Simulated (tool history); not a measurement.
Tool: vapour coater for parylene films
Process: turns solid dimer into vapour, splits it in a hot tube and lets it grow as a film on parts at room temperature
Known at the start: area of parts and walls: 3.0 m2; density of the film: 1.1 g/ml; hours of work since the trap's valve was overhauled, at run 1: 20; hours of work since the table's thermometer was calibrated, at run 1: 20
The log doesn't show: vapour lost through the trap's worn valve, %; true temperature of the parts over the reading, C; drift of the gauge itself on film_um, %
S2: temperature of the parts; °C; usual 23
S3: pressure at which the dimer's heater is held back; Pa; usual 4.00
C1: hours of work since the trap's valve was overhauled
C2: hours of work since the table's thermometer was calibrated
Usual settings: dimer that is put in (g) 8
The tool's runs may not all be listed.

run 1 day=0.000 | dimer_that_is_put_in_(g)=8 S2=23 S3=4.00 | C1=20 C2=20 | thickness_of_the_film_(um)=1.77
run 2 day=1.796 | dimer_that_is_put_in_(g)=8 S2=23 S3=4.00 | C1=53 C2=53 | thickness_of_the_film_(um)=1.78
run 3 day=4.742 | dimer_that_is_put_in_(g)=8 S2=23 S3=8.67 | C1=108 C2=108 | thickness_of_the_film_(um)=1.48
run 4 day=7.546 | dimer_that_is_put_in_(g)=8 S2=23 S3=8.67 | C1=160 C2=160 | thickness_of_the_film_(um)=1.48
run 5 day=9.733 | dimer_that_is_put_in_(g)=8 S2=23 S3=4.00 | C1=200 C2=200 | thickness_of_the_film_(um)=1.67
run 6 day=11.258 | dimer_that_is_put_in_(g)=8 S2=23 S3=4.00 | C1=228 C2=228 | thickness_of_the_film_(um)=1.66
run 7 day=12.958 | dimer_that_is_put_in_(g)=4 S2=23 S3=4.00 | C1=260 C2=260 | thickness_of_the_film_(um)=0.81
run 8 day=14.762 | dimer_that_is_put_in_(g)=8 S2=32 S3=4.00 | C1=293 C2=293 | thickness_of_the_film_(um)=1.40
run 9 day=16.767 | dimer_that_is_put_in_(g)=8 S2=27 S3=4.00 | C1=331 C2=331 | thickness_of_the_film_(um)=1.52
run 10 day=18.754 | dimer_that_is_put_in_(g)=8 S2=27 S3=4.00 | C1=367 C2=367 | thickness_of_the_film_(um)=1.46
run 11 day=20.479 | dimer_that_is_put_in_(g)=8 S2=23 S3=9.11 | C1=400 C2=400 | thickness_of_the_film_(um)=1.38
run 12 day=22.625 | dimer_that_is_put_in_(g)=8 S2=23 S3=9.11 | C1=439 C2=439 | thickness_of_the_film_(um)=1.29
run 13 day=24.346 | dimer_that_is_put_in_(g)=8 S2=23 S3=4.60 | C1=471 C2=471 | thickness_of_the_film_(um)=1.54
run 14 day=25.938 | dimer_that_is_put_in_(g)=10 S2=23 S3=4.60 | C1=501 C2=501 | thickness_of_the_film_(um)=1.88
-- day=27.146 trap's valve overhauled
run 15 day=27.925 | dimer_that_is_put_in_(g)=8 S2=23 S3=7.43 | C1=14 C2=534 | thickness_of_the_film_(um)=1.56
run 16 day=29.900 | dimer_that_is_put_in_(g)=8 S2=23 S3=7.43 | C1=51 C2=571 | thickness_of_the_film_(um)=1.54
run 17 day=31.212 | dimer_that_is_put_in_(g)=8 S2=23 S3=7.43 | C1=75 C2=595 | thickness_of_the_film_(um)=1.51
run 18 day=33.088 | dimer_that_is_put_in_(g)=8 S2=23 S3=4.37 | C1=110 C2=630 | thickness_of_the_film_(um)=1.68
run 19 day=35.279 | dimer_that_is_put_in_(g)=8 S2=23 S3=4.37 | C1=151 C2=671 | thickness_of_the_film_(um)=1.69
run 20 day=36.554 | dimer_that_is_put_in_(g)=8 S2=23 S3=4.37 | C1=174 C2=694 | thickness_of_the_film_(um)=1.69
run 21 day=38.971 | dimer_that_is_put_in_(g)=8 S2=23 S3=3.55 | C1=219 C2=739 | thickness_of_the_film_(um)=1.75
run 22 day=41.154 | dimer_that_is_put_in_(g)=8 S2=23 S3=3.55 | C1=260 C2=780 | thickness_of_the_film_(um)=1.71
run 23 day=43.371 | dimer_that_is_put_in_(g)=6 S2=15 S3=2.42 | C1=301 C2=821 | thickness_of_the_film_(um)=1.62
run 24 day=45.288 | dimer_that_is_put_in_(g)=4 S2=24 S3=4.00 | C1=336 C2=856 | thickness_of_the_film_(um)=0.82
run 25 day=46.533 | dimer_that_is_put_in_(g)=13 S2=20 S3=2.32 | C1=359 C2=879 | thickness_of_the_film_(um)=3.16
run 26 day=48.629 | dimer_that_is_put_in_(g)=4 S2=34 S3=4.20 | C1=398 C2=918 | thickness_of_the_film_(um)=0.61
run 27 day=51.446 | dimer_that_is_put_in_(g)=5 S2=26 S3=4.41 | C1=450 C2=971 | thickness_of_the_film_(um)=0.87
-- day=53.546 table's thermometer calibrated
run 28 day=53.558 | dimer_that_is_put_in_(g)=4 S2=26 S3=11.51 | C1=489 C2=0 | thickness_of_the_film_(um)=0.58
-- day=55.321 trap's valve overhauled
run 29 day=56.517 | dimer_that_is_put_in_(g)=8 S2=17 S3=8.38 | C1=22 C2=52 | thickness_of_the_film_(um)=1.74
run 30 day=57.842 | dimer_that_is_put_in_(g)=7 S2=23 S3=8.93 | C1=47 C2=77 | thickness_of_the_film_(um)=1.29
run 31 day=60.612 | dimer_that_is_put_in_(g)=13 S2=23 S3=7.85 | C1=98 C2=128 | thickness_of_the_film_(um)=2.44
run 32 day=61.879 | dimer_that_is_put_in_(g)=3 S2=20 S3=10.81 | C1=122 C2=151 | thickness_of_the_film_(um)=0.56
run 33 day=64.575 | dimer_that_is_put_in_(g)=5 S2=18 S3=9.15 | C1=172 C2=201 | thickness_of_the_film_(um)=0.97
run 34 day=67.192 | dimer_that_is_put_in_(g)=6 S2=19 S3=10.15 | C1=220 C2=250 | thickness_of_the_film_(um)=1.15
run 35 day=69.538 | dimer_that_is_put_in_(g)=6 S2=23 S3=2.87 | C1=264 C2=293 | thickness_of_the_film_(um)=1.30

Forecast each of these 5 alternatives for the next run:
run A day=71.154 | dimer_that_is_put_in_(g)=8 S2=23 S3=3.18 | C1=294 C2=323 | thickness_of_the_film_(um)=?
run B day=71.154 | dimer_that_is_put_in_(g)=3 S2=23 S3=5.52 | C1=294 C2=323 | thickness_of_the_film_(um)=?
run C day=71.154 | dimer_that_is_put_in_(g)=8 S2=23 S3=3.08 | C1=294 C2=323 | thickness_of_the_film_(um)=?
run D day=71.154 | dimer_that_is_put_in_(g)=9 S2=20 S3=9.76 | C1=294 C2=323 | thickness_of_the_film_(um)=?
run E day=71.154 | dimer_that_is_put_in_(g)=3 S2=22 S3=8.67 | C1=294 C2=323 | thickness_of_the_film_(um)=?

run=A thickness_of_the_film_(um)=1.69
run=B thickness_of_the_film_(um)=0.58
run=C thickness_of_the_film_(um)=1.71
run=D thickness_of_the_film_(um)=1.65
run=E thickness_of_the_film_(um)=0.57
Without the tool's hidden state the same runs would have given:
run=A thickness_of_the_film_(um)=1.83
run=B thickness_of_the_film_(um)=0.62
run=C thickness_of_the_film_(um)=1.85
run=D thickness_of_the_film_(um)=1.78
run=E thickness_of_the_film_(um)=0.62
